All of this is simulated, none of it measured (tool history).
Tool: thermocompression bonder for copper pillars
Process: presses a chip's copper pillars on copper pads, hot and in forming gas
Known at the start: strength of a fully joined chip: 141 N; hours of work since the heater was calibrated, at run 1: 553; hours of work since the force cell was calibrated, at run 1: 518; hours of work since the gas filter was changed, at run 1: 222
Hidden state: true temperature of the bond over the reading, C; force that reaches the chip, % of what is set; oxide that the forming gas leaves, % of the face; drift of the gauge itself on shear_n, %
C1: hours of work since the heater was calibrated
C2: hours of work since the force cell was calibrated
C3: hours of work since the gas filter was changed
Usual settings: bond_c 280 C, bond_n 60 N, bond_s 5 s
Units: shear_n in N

Run 1, hour 0: usual settings; C1 553; C2 518; C3 222. Result: shear_n 87.1 N.
Run 2, hour 39.6: usual settings; C1 575; C2 541; C3 244. Result: shear_n 86.3 N.
Run 3, hour 78.9: usual settings; C1 597; C2 562; C3 266. Result: shear_n 86.7 N.
Run 4, hour 109.5: usual settings; C1 614; C2 580; C3 283. Result: shear_n 86.8 N.
Run 5, hour 129.6: usual settings; C1 625; C2 591; C3 294. Result: shear_n 86.9 N.
Run 6, hour 149.2: usual settings; C1 636; C2 602; C3 305. Result: shear_n 87.1 N.
Run 7, hour 169.6: usual settings; C1 647; C2 613; C3 317. Result: shear_n 86.9 N.
Run 8, hour 213.6: usual settings; C1 672; C2 638; C3 341. Result: shear_n 87.1 N.
Run 9, hour 245.9: usual settings; C1 690; C2 656; C3 359. Result: shear_n 86.4 N.
At hour 270.1: heater calibrated with a thermocouple chip.
Run 10, hour 282.5: usual settings; C1 7; C2 675; C3 379. Result: shear_n 81.9 N.
Run 11, hour 314.7: usual settings; C1 25; C2 693; C3 397. Result: shear_n 82.3 N.
At hour 350.2: forming gas filter changed.
Run 12, hour 356.5: usual settings; C1 48; C2 716; C3 4. Result: shear_n 85.3 N.
Run 13, hour 402.7: usual settings; C1 74; C2 742; C3 29. Result: shear_n 85.5 N.
Run 14, hour 424: usual settings; C1 86; C2 754; C3 41. Result: shear_n 85 N.
Run 15, hour 457: usual settings; C1 104; C2 772; C3 60. Result: shear_n 85.4 N.
Run 16, hour 489: usual settings; C1 122; C2 790; C3 77. Result: shear_n 85 N.
Run 17, hour 527.6: usual settings but bond_c 304 C; C1 143; C2 812; C3 99. Result: shear_n 100.7 N.
Run 18, hour 553.8: usual settings but bond_c 304 C; C1 158; C2 826; C3 114. Result: shear_n 100.2 N.
Run 19, hour 577.3: usual settings but bond_c 304 C; C1 171; C2 839; C3 127. Result: shear_n 99.7 N.
Run 20, hour 621.5: usual settings but bond_n 80 N; C1 196; C2 864; C3 151. Result: shear_n 96.8 N.
Run 21, hour 660.4: usual settings but bond_n 80 N; C1 218; C2 886; C3 173. Result: shear_n 96.5 N.
Run 22, hour 704.9: usual settings but bond_c 273 C, bond_n 80 N; C1 242; C2 911; C3 198. Result: shear_n 92.1 N.
Run 23, hour 730: usual settings but bond_n 64 N; C1 256; C2 924; C3 212. Result: shear_n 87.5 N.
Run 24, hour 775.3: usual settings but bond_n 64 N; C1 282; C2 950; C3 237. Result: shear_n 88 N.
Run 25, hour 811.6: usual settings but bond_c 276 C, bond_n 64 N, bond_s 10 s; C1 302; C2 970; C3 257. Result: shear_n 101.4 N.
Run 26, hour 839.9: usual settings but bond_c 296 C, bond_n 70 N, bond_s 9 s; C1 318; C2 986; C3 273. Result: shear_n 113.5 N.
Run 27, hour 865: usual settings but bond_c 296 C, bond_n 70 N, bond_s 9 s; C1 332; C2 1000; C3 287. Result: shear_n 114 N.
Run 28, hour 897.3: usual settings but bond_c 296 C, bond_n 70 N, bond_s 9 s; C1 350; C2 1018; C3 305. Result: shear_n 113.9 N.
Run 29, hour 915.9: usual settings but bond_c 250 C, bond_n 84 N, bond_s 3 s; C1 360; C2 1028; C3 316. Result: shear_n 64.6 N.
Run 30, hour 940.5: usual settings but bond_c 257 C, bond_s 3 s; C1 374; C2 1042; C3 329. Result: shear_n 57.8 N.
Run 31, hour 985: usual settings but bond_n 43 N, bond_s 9 s; C1 399; C2 1067; C3 354. Result: shear_n 86.3 N.
Run 32, hour 1012.8: usual settings but bond_n 43 N, bond_s 9 s; C1 414; C2 1082; C3 370. Result: shear_n 86.5 N.
Run 33, hour 1058.8: usual settings but bond_n 56 N, bond_s 9 s; C1 440; C2 1108; C3 395. Result: shear_n 96.1 N.
Run 34, hour 1091.5: usual settings but bond_n 56 N, bond_s 9 s; C1 458; C2 1126; C3 414. Result: shear_n 96.7 N.
At hour 1095.2: forming gas filter changed.
Run 35, hour 1127.5: usual settings but bond_c 295 C, bond_n 56 N, bond_s 3 s; C1 478; C2 1146; C3 18. Result: shear_n 81.8 N.
Run 36, hour 1164.7: usual settings but bond_c 295 C, bond_n 56 N, bond_s 3 s; C1 499; C2 1167; C3 39. Result: shear_n 81.9 N.
Run 37, hour 1200.6: usual settings but bond_s 3 s; C1 519; C2 1187; C3 59. Result: shear_n 74.7 N.
Run 38, hour 1224.7: usual settings but bond_n 54 N, bond_s 12 s; C1 532; C2 1200; C3 72. Result: shear_n 106 N.
Run 39, hour 1257.1: usual settings but bond_c 279 C, bond_n 76 N, bond_s 8 s; C1 550; C2 1218; C3 90. Result: shear_n 107.8 N.
Run 40, hour 1300.6: usual settings but bond_c 284 C, bond_n 82 N, bond_s 8 s; C1 575; C2 1243; C3 115. Result: shear_n 113.9 N.
Run 41, hour 1334.8: usual settings but bond_c 282 C, bond_n 40 N, bond_s 10 s; C1 594; C2 1262; C3 134. Result: shear_n 90.6 N.

3 ways to go on from here, each from the tool as it stands after run 41. What would each give?
Run A, hour 1364.8: usual settings but bond_c 300 C, bond_n 40 N, bond_s 15 s; C1 611; C2 1279; C3 150. Result: shear_n ?.
Run B, hour 1364.8: usual settings but bond_c 277 C, bond_n 52 N, bond_s 3 s; C1 611; C2 1279; C3 150. Result: shear_n ?.
Run C, hour 1364.8: usual settings but bond_c 309 C, bond_n 73 N, bond_s 6 s; C1 611; C2 1279; C3 150. Result: shear_n ?.

run  shear_n
  A    111.4
  B     67.6
  C    116.2
Without the tool's hidden state the same runs would have given:
run  shear_n
  A    111.6
  B     66.8
  C    116.7
